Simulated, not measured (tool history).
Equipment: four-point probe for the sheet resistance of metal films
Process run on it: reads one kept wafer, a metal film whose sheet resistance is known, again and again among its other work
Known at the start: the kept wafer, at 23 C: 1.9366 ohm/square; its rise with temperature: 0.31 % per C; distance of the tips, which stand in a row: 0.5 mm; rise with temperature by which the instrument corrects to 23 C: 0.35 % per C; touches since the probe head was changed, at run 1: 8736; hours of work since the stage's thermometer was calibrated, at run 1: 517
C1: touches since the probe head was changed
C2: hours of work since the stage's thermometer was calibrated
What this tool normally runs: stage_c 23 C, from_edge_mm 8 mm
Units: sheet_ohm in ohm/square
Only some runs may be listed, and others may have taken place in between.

{"run": 1, "day": 0.0, "stage_c": 23, "from_edge_mm": 8, "C1": 8736, "C2": 517, "sheet_ohm": 1.940121}
{"run": 2, "day": 1.104, "stage_c": 23, "from_edge_mm": 8, "C1": 9242, "C2": 528, "sheet_ohm": 1.940386}
{"run": 3, "day": 2.579, "stage_c": 23, "from_edge_mm": 11, "C1": 9920, "C2": 543, "sheet_ohm": 1.938569}
{"run": 4, "day": 3.529, "stage_c": 23, "from_edge_mm": 11, "C1": 10357, "C2": 553, "sheet_ohm": 1.938366}
{"run": 5, "day": 4.483, "stage_c": 23, "from_edge_mm": 11, "C1": 10795, "C2": 563, "sheet_ohm": 1.938475}
{"run": 6, "day": 5.846, "stage_c": 23, "from_edge_mm": 11, "C1": 11421, "C2": 577, "sheet_ohm": 1.938892}
{"run": 7, "day": 7.188, "stage_c": 23, "from_edge_mm": 8, "C1": 12038, "C2": 591, "sheet_ohm": 1.940398}
{"run": 8, "day": 7.954, "stage_c": 23, "from_edge_mm": 8, "C1": 12391, "C2": 599, "sheet_ohm": 1.940898}
{"run": 9, "day": 9.308, "stage_c": 19, "from_edge_mm": 8, "C1": 13013, "C2": 613, "sheet_ohm": 1.943397}
{"run": 10, "day": 10.346, "stage_c": 19, "from_edge_mm": 8, "C1": 13488, "C2": 623, "sheet_ohm": 1.942506}
{"run": 11, "day": 11.746, "stage_c": 19, "from_edge_mm": 8, "C1": 14132, "C2": 638, "sheet_ohm": 1.943725}
{"run": 12, "day": 13.288, "stage_c": 19, "from_edge_mm": 8, "C1": 14840, "C2": 654, "sheet_ohm": 1.942403}
{"run": 13, "day": 14.312, "stage_c": 19, "from_edge_mm": 8, "C1": 15310, "C2": 664, "sheet_ohm": 1.943329}
{"run": 14, "day": 15.333, "stage_c": 23, "from_edge_mm": 5, "C1": 15780, "C2": 675, "sheet_ohm": 1.947259}
{"run": 15, "day": 16.579, "stage_c": 23, "from_edge_mm": 5, "C1": 16352, "C2": 688, "sheet_ohm": 1.946836}
{"run": 16, "day": 17.942, "stage_c": 20, "from_edge_mm": 8, "C1": 16977, "C2": 702, "sheet_ohm": 1.942358}
{"run": 17, "day": 19.238, "stage_c": 20, "from_edge_mm": 8, "C1": 17572, "C2": 715, "sheet_ohm": 1.942671}
{"run": 18, "day": 20.117, "stage_c": 20, "from_edge_mm": 8, "C1": 17977, "C2": 724, "sheet_ohm": 1.942378}
{"run": 19, "day": 21.617, "stage_c": 20, "from_edge_mm": 8, "C1": 18666, "C2": 740, "sheet_ohm": 1.943275}
{"run": 20, "day": 22.554, "stage_c": 20, "from_edge_mm": 8, "C1": 19096, "C2": 749, "sheet_ohm": 1.942527}
{"run": 21, "day": 24.062, "stage_c": 23, "from_edge_mm": 8, "C1": 19790, "C2": 765, "sheet_ohm": 1.940159}
{"run": 22, "day": 24.75, "stage_c": 23, "from_edge_mm": 6, "C1": 20106, "C2": 772, "sheet_ohm": 1.94421}
{"run": 23, "day": 25.929, "stage_c": 23, "from_edge_mm": 6, "C1": 20646, "C2": 784, "sheet_ohm": 1.943598}
{"run": 24, "day": 26.679, "stage_c": 23, "from_edge_mm": 6, "C1": 20992, "C2": 792, "sheet_ohm": 1.943134}
{"run": 25, "day": 27.371, "stage_c": 23, "from_edge_mm": 3, "C1": 21310, "C2": 799, "sheet_ohm": 1.96509}
{"run": 26, "day": 28.717, "stage_c": 25, "from_edge_mm": 6, "C1": 21927, "C2": 813, "sheet_ohm": 1.941975}
{"run": 27, "day": 29.583, "stage_c": 30, "from_edge_mm": 4, "C1": 22326, "C2": 822, "sheet_ohm": 1.947332}
{"run": 28, "day": 30.642, "stage_c": 28, "from_edge_mm": 10, "C1": 22811, "C2": 833, "sheet_ohm": 1.935293}
{"run": 29, "day": 31.883, "stage_c": 22, "from_edge_mm": 14, "C1": 23382, "C2": 846, "sheet_ohm": 1.938683}
{"run": 30, "day": 32.975, "stage_c": 26, "from_edge_mm": 35, "C1": 23884, "C2": 857, "sheet_ohm": 1.934484}
{"run": 31, "day": 34.333, "stage_c": 19, "from_edge_mm": 8, "C1": 24507, "C2": 871, "sheet_ohm": 1.942943}
{"run": 32, "day": 35.583, "stage_c": 25, "from_edge_mm": 25, "C1": 25083, "C2": 884, "sheet_ohm": 1.934663}
{"run": 33, "day": 36.983, "stage_c": 25, "from_edge_mm": 25, "C1": 25724, "C2": 898, "sheet_ohm": 1.936198}
{"run": 34, "day": 38.262, "stage_c": 35, "from_edge_mm": 37, "C1": 26312, "C2": 912, "sheet_ohm": 1.92755}
{"run": 35, "day": 38.904, "stage_c": 35, "from_edge_mm": 37, "C1": 26608, "C2": 918, "sheet_ohm": 1.928863}
{"run": 36, "day": 39.812, "stage_c": 28, "from_edge_mm": 4, "C1": 27025, "C2": 928, "sheet_ohm": 1.948805}
{"run": 37, "day": 40.629, "stage_c": 28, "from_edge_mm": 4, "C1": 27400, "C2": 936, "sheet_ohm": 1.949105}
{"run": 38, "day": 41.938, "stage_c": 26, "from_edge_mm": 45, "C1": 28000, "C2": 950, "sheet_ohm": 1.93479}
{"run": 39, "day": 43.096, "stage_c": 28, "from_edge_mm": 33, "C1": 28532, "C2": 961, "sheet_ohm": 1.932696}
{"run": 40, "day": 43.9, "stage_c": 24, "from_edge_mm": 5, "C1": 28903, "C2": 970, "sheet_ohm": 1.946396}
{"run": 41, "day": 44.871, "stage_c": 31, "from_edge_mm": 5, "C1": 29348, "C2": 980, "sheet_ohm": 1.940243}
{"run": 42, "day": 45.975, "stage_c": 23, "from_edge_mm": 54, "C1": 29854, "C2": 991, "sheet_ohm": 1.936911}

Run 43 is up next; what results do you expect?
{"run": 43, "day": 46.95, "stage_c": 24, "from_edge_mm": 32, "C1": 30303, "C2": 1001, "sheet_ohm": "?"}

sheet_ohm: 1.935992 ohm/square
The same run, on a tool lacking any hidden state, would have yielded sheet_ohm 1.936232 ohm/square.

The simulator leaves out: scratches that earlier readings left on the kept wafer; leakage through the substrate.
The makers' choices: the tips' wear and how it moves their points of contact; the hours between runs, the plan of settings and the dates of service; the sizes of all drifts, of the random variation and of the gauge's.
